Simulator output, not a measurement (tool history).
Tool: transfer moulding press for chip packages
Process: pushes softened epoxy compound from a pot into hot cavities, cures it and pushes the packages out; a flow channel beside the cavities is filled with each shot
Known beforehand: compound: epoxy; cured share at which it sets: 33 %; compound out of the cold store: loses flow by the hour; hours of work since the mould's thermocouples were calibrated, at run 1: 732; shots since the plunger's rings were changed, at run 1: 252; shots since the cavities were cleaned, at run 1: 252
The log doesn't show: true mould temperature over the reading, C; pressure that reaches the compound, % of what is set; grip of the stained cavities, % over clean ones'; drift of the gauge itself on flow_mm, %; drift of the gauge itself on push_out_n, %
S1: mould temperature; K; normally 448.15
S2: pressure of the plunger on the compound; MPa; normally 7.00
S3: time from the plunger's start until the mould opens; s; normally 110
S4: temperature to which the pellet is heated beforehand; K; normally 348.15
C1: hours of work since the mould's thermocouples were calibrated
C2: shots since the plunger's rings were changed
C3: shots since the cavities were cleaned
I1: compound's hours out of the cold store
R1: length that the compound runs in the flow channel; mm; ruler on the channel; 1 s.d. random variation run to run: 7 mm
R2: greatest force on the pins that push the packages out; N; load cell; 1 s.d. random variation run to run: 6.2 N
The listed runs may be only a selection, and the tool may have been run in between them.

Run 1, day 0.000: usual settings; C1 732; C2 252; C3 252; I1 30.7. Result: R1 742 mm, R2 280 N.
At day 1.362: mould's thermocouples calibrated.
At day 1.633: cavities cleaned with cleaning compound and waxed.
Run 2, day 2.638: usual settings but S1 446.15 K; C1 15; C2 717; C3 188; I1 15.3. Result: R1 822 mm, R2 302 N.
At day 4.562: cavities cleaned with cleaning compound and waxed.
Run 3, day 5.250: usual settings but S1 446.15 K; C1 45; C2 1193; C3 128; I1 46.1. Result: R1 690 mm, R2 278 N.
At day 7.388: cavities cleaned with cleaning compound and waxed.
At day 7.608: mould's thermocouples calibrated, once more.
Run 4, day 8.412: usual settings but S1 441.15 K; C1 10; C2 1756; C3 176; I1 11.9. Result: R1 842 mm, R2 478 N.
At day 10.292: cavities cleaned with cleaning compound and waxed.
Run 5, day 10.438: usual settings but S1 441.15 K; C1 33; C2 2123; C3 28; I1 18.5. Result: R1 798 mm, R2 433 N.
Run 6, day 11.825: usual settings but S1 441.15 K; C1 50; C2 2381; C3 286; I1 14.1. Result: R1 827 mm, R2 501 N.
At day 13.250: cavities cleaned with cleaning compound and waxed.
Run 7, day 13.425: usual settings but S1 451.15 K; C1 68; C2 2668; C3 33; I1 12.0. Result: R1 781 mm, R2 225 N.
Run 8, day 15.454: usual settings but S4 343.15 K; C1 93; C2 3047; C3 412; I1 35.3. Result: R1 703 mm, R2 323 N.
At day 16.125: cavities cleaned with cleaning compound and waxed.
Run 9, day 18.475: usual settings but S4 346.15 K; C1 128; C2 3600; C3 439; I1 47.0. Result: R1 650 mm, R2 320 N.
At day 18.908: cavities cleaned with cleaning compound and waxed.
At day 19.458: plunger's sealing rings changed.
Run 10, day 20.129: usual settings but S3 149 s; C1 146; C2 125; C3 208; I1 46.7. Result: R1 709 mm, R2 251 N.
At day 21.796: cavities cleaned with cleaning compound and waxed.
Run 11, day 23.117: usual settings but S3 149 s; C1 181; C2 671; C3 246; I1 37.0. Result: R1 722 mm, R2 238 N.
At day 24.700: cavities cleaned with cleaning compound and waxed.
Run 12, day 25.162: usual settings but S3 149 s; C1 205; C2 1042; C3 87; I1 19.4. Result: R1 776 mm, R2 223 N.
Run 13, day 26.896: usual settings but S1 454.15 K, S2 7.01 MPa, S3 133 s, S4 351.15 K; C1 226; C2 1365; C3 410; I1 36.5. Result: R1 706 mm, R2 250 N.
At day 27.454: cavities cleaned with cleaning compound and waxed.
Run 14, day 29.412: usual settings but S2 5.65 MPa, S4 354.15 K; C1 256; C2 1823; C3 365; I1 43.3. Result: R1 629 mm, R2 298 N.
At day 30.271: cavities cleaned with cleaning compound and waxed.
Run 15, day 30.942: usual settings but S1 452.15 K, S2 5.65 MPa, S4 354.15 K; C1 273; C2 2097; C3 125; I1 39.5. Result: R1 624 mm, R2 241 N.
Run 16, day 32.533: usual settings but S1 455.15 K; C1 292; C2 2394; C3 422; I1 28.4. Result: R1 716 mm, R2 279 N.
At day 33.133: cavities cleaned with cleaning compound and waxed.
Run 17, day 34.738: usual settings but S1 455.15 K; C1 318; C2 2793; C3 299; I1 30.1. Result: R1 700 mm, R2 249 N.
At day 36.067: cavities cleaned with cleaning compound and waxed.
Run 18, day 37.075: usual settings but S2 8.01 MPa, S3 115 s, S4 342.15 K; C1 345; C2 3218; C3 188; I1 20.2. Result: R1 796 mm, R2 268 N.
At day 38.917: cavities cleaned with cleaning compound and waxed.
At day 40.033: plunger's sealing rings changed.
Run 19, day 40.179: usual settings but S2 8.01 MPa, S3 115 s, S4 342.15 K; C1 381; C2 26; C3 216; I1 15.3. Result: R1 888 mm, R2 280 N.
At day 41.842: cavities cleaned with cleaning compound and waxed.
Run 20, day 41.888: usual settings but S2 8.01 MPa, S3 115 s, S4 342.15 K; C1 401; C2 334; C3 8; I1 34.2. Result: R1 805 mm, R2 226 N.

Below are 5 alternative next runs, each starting from the tool's condition after run 20. Predict each:
Run A, day 43.279: usual settings but S1 454.15 K, S3 141 s, S4 345.15 K; C1 417; C2 594; C3 268; I1 28.2. Result: R1 ?, R2 ?.
Run B, day 43.279: usual settings but S2 7.43 MPa, S3 115 s, S4 357.15 K; C1 417; C2 594; C3 268; I1 8.7. Result: R1 ?, R2 ?.
Run C, day 43.279: usual settings but S1 453.15 K, S2 8.01 MPa, S3 106 s, S4 344.15 K; C1 417; C2 594; C3 268; I1 36.1. Result: R1 ?, R2 ?.
Run D, day 43.279: usual settings but S1 441.15 K, S3 150 s, S4 344.15 K; C1 417; C2 594; C3 268; I1 10.2. Result: R1 ?, R2 ?.
Run E, day 43.279: usual settings but S2 6.70 MPa, S3 118 s, S4 355.15 K; C1 417; C2 594; C3 268; I1 39.9. Result: R1 ?, R2 ?.

run   R1   R2
  A  743  243
  B  875  275
  C  780  268
  D  866  279
  E  704  270
Take away the tool's hidden state, keep each run's random variation, and the runs would have read:
run   R1   R2
  A  753  190
  B  887  218
  C  791  212
  D  878  221
  E  714  213

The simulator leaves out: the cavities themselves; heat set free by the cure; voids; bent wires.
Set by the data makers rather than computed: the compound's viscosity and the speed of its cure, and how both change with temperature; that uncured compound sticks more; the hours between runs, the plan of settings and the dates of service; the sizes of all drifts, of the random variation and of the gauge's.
